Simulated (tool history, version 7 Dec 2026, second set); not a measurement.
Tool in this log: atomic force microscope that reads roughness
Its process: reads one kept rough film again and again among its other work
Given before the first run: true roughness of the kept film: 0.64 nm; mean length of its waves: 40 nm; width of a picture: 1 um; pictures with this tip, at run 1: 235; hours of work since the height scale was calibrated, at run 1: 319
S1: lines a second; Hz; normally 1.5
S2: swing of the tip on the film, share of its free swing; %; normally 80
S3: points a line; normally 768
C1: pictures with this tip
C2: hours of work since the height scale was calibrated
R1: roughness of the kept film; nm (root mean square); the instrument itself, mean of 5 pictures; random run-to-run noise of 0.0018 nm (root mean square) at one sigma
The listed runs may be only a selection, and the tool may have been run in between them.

run 1 day=0 | S1=1.5 S2=80 S3=768 | C1=235 C2=319 | R1=0.587
run 2 day=0.762 | S1=1.5 S2=80 S3=768 | C1=248 C2=327 | R1=0.583
run 3 day=1.671 | S1=1.5 S2=80 S3=768 | C1=264 C2=336 | R1=0.582
run 4 day=2.375 | S1=1.5 S2=80 S3=768 | C1=276 C2=344 | R1=0.585
run 5 day=3.096 | S1=1.5 S2=88 S3=768 | C1=288 C2=351 | R1=0.568
-- day=3.221 height scale calibrated on a step standard
run 6 day=3.662 | S1=1.5 S2=88 S3=768 | C1=297 C2=5 | R1=0.564
run 7 day=4.467 | S1=1.5 S2=80 S3=262 | C1=311 C2=13 | R1=0.577
run 8 day=5.1 | S1=1.66 S2=80 S3=707 | C1=322 C2=20 | R1=0.575
run 9 day=5.879 | S1=1.66 S2=80 S3=787 | C1=335 C2=28 | R1=0.575
run 10 day=6.671 | S1=1.43 S2=59 S3=493 | C1=348 C2=36 | R1=0.603
run 11 day=7.079 | S1=1.5 S2=61 S3=536 | C1=355 C2=40 | R1=0.605
run 12 day=7.95 | S1=1.5 S2=61 S3=536 | C1=370 C2=49 | R1=0.604
-- day=8.362 new tip fitted
-- day=8.696 height scale calibrated on a step standard, once more
run 13 day=8.696 | S1=1.5 S2=80 S3=872 | C1=5 C2=0 | R1=0.594

4 options for the next run, each taken on its own from the tool as it stands now. Forecast them:
run A day=9.312 | S1=1.5 S2=80 S3=547 | C1=16 C2=6 | R1=?
run B day=9.312 | S1=3.88 S2=62 S3=753 | C1=16 C2=6 | R1=?
run C day=9.312 | S1=0.85 S2=80 S3=872 | C1=16 C2=6 | R1=?
run D day=9.312 | S1=1.5 S2=69 S3=872 | C1=16 C2=6 | R1=?

run=A R1=0.592
run=B R1=0.597
run=C R1=0.61
run=D R1=0.609
Take away the tool's hidden state, keep each run's random variation, and the runs would have read:
run=A R1=0.592
run=B R1=0.598
run=C R1=0.61
run=D R1=0.61
